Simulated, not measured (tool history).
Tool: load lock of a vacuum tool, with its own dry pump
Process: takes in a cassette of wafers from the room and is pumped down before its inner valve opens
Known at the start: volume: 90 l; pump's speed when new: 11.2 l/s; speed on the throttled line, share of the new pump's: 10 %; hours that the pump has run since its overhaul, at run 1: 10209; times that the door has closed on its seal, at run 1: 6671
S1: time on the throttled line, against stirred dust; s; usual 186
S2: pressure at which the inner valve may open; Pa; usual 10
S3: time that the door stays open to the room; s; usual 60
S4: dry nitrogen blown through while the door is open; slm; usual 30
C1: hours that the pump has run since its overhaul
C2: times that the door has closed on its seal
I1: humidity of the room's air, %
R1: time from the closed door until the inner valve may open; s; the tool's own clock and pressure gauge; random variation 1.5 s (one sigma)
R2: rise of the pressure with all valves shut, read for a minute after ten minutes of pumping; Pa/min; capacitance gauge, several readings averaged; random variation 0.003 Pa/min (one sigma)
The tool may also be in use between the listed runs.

| run | hour | S1 | S2 | S3 | S4 | C1 | C2 | I1 | R1 | R2 |
|---|---|---|---|---|---|---|---|---|---|---|
| 1 | 0.0 | 186 | 10 | 60 | 30 | 10209 | 6671 | 45.9 | 248.5 | 0.045 |
| 2 | 65.2 | 186 | 16 | 60 | 30 | 10274 | 6914 | 43.3 | 244.4 | 0.043 |
| 3 | 130.2 | 101 | 10 | 60 | 30 | 10340 | 7157 | 46.3 | 175.6 | 0.045 |
| 4 | 184.0 | 101 | 10 | 60 | 30 | 10393 | 7357 | 48.5 | 171.7 | 0.040 |
| 5 | 308.8 | 101 | 10 | 60 | 30 | 10518 | 7823 | 45.3 | 176.4 | 0.046 |
| 6 | 422.2 | 186 | 10 | 60 | 30 | 10631 | 8246 | 48.1 | 251.2 | 0.052 |
| 7 | 520.8 | 186 | 10 | 60 | 30 | 10730 | 8614 | 43.9 | 250.2 | 0.051 |
| 8 | 582.7 | 186 | 10 | 82 | 30 | 10792 | 8845 | 47.3 | 246.5 | 0.053 |
| 9 | 698.8 | 186 | 10 | 60 | 30 | 10908 | 9279 | 46.8 | 249.4 | 0.055 |
| 10 | 817.6 | 186 | 10 | 60 | 30 | 11027 | 9722 | 45.9 | 249.9 | 0.052 |
| 11 | 890.7 | 186 | 10 | 60 | 15 | 11100 | 9995 | 44.4 | 253.3 | 0.058 |
| 12 | 961.6 | 186 | 10 | 60 | 15 | 11171 | 10259 | 44.2 | 251.4 | 0.058 |
| 13 | 1033.1 | 186 | 10 | 60 | 30 | 11242 | 10526 | 43.5 | 252.2 | 0.054 |
| 14 | 1122.4 | 186 | 19 | 60 | 30 | 11332 | 10859 | 46.7 | 247.8 | 0.057 |
| 15 | 1183.4 | 186 | 19 | 60 | 30 | 11393 | 11087 | 47.6 | 244.7 | 0.066 |
| 16 | 1296.4 | 219 | 10 | 60 | 30 | 11506 | 11509 | 47.8 | 280.9 | 0.066 |
| 17 | 1355.5 | 186 | 10 | 60 | 30 | 11565 | 11729 | 44.7 | 251.8 | 0.067 |
| 18 | 1450.7 | 186 | 10 | 227 | 30 | 11660 | 12084 | 46.3 | 251.3 | 0.097 |
| 19 | 1533.7 | 186 | 10 | 60 | 25 | 11743 | 12394 | 46.1 | 250.2 | 0.066 |
| 20 | 1648.1 | 251 | 8 | 212 | 8 | 11857 | 12821 | 47.5 | 310.9 | 0.126 |
| 21 | 1759.5 | 251 | 8 | 212 | 8 | 11969 | 13237 | 46.7 | 315.2 | 0.124 |
| 22 | 1828.7 | 251 | 8 | 212 | 8 | 12038 | 13495 | 44.9 | 310.4 | 0.125 |
| 23 | 1953.2 | 256 | 10 | 67 | 24 | 12162 | 13959 | 46.1 | 312.1 | 0.079 |
| 24 | 2060.6 | 256 | 10 | 67 | 24 | 12270 | 14360 | 46.8 | 313.0 | 0.078 |
| 25 | 2193.4 | 341 | 8 | 60 | 12 | 12403 | 14856 | 44.3 | 390.7 | 0.087 |
| 26 | 2323.4 | 99 | 19 | 144 | 31 | 12533 | 15341 | 45.2 | 167.9 | 0.099 |
| 27 | 2438.6 | 99 | 19 | 144 | 31 | 12648 | 15771 | 43.9 | 168.5 | 0.090 |
| 28 | 2545.7 | 109 | 15 | 99 | 13 | 12755 | 16170 | 43.2 | 179.3 | 0.102 |
| 29 | 2617.5 | 109 | 15 | 99 | 37 | 12827 | 16438 | 43.9 | 180.4 | 0.093 |
| 30 | 2683.7 | 186 | 20 | 60 | 36 | 12893 | 16685 | 45.3 | 248.4 | 0.085 |
| 31 | 2741.4 | 174 | 20 | 47 | 36 | 12951 | 16901 | 44.8 | 234.9 | 0.081 |
| 32 | 2841.6 | 174 | 20 | 62 | 6 | 13051 | 17274 | 44.7 | 233.1 | 0.106 |
| 33 | 2929.2 | 174 | 19 | 45 | 6 | 13138 | 17602 | 45.6 | 236.1 | 0.096 |
| 34 | 3005.8 | 131 | 17 | 45 | 6 | 13215 | 17887 | 43.3 | 199.5 | 0.096 |
| 35 | 3100.3 | 175 | 9 | 68 | 6 | 13310 | 18240 | 50.2 | 242.8 | 0.121 |
| 36 | 3230.1 | 175 | 9 | 68 | 6 | 13439 | 18724 | 47.9 | 246.4 | 0.113 |
| 37 | 3290.6 | 144 | 11 | 45 | 37 | 13500 | 18950 | 44.6 | 216.0 | 0.091 |

4 ways to go on from here, each from the tool as it stands after run 37. What would each give?
| A | 3387.3 | 186 | 12 | 60 | 5 | 13597 | 19311 | 46.2 | ? | ? |
| B | 3387.3 | 186 | 10 | 186 | 6 | 13597 | 19311 | 42.9 | ? | ? |
| C | 3387.3 | 271 | 8 | 80 | 30 | 13597 | 19311 | 42.5 | ? | ? |
| D | 3387.3 | 144 | 15 | 155 | 15 | 13597 | 19311 | 44.8 | ? | ? |

| run | R1 | R2 |
|---|---|---|
| A | 251.2 | 0.120 |
| B | 254.5 | 0.147 |
| C | 333.2 | 0.106 |
| D | 213.7 | 0.128 |
Without the tool's hidden state the same runs would have given:
| run | R1 | R2 |
|---|---|---|
| A | 239.9 | 0.044 |
| B | 242.8 | 0.072 |
| C | 322.9 | 0.032 |
| D | 201.9 | 0.053 |
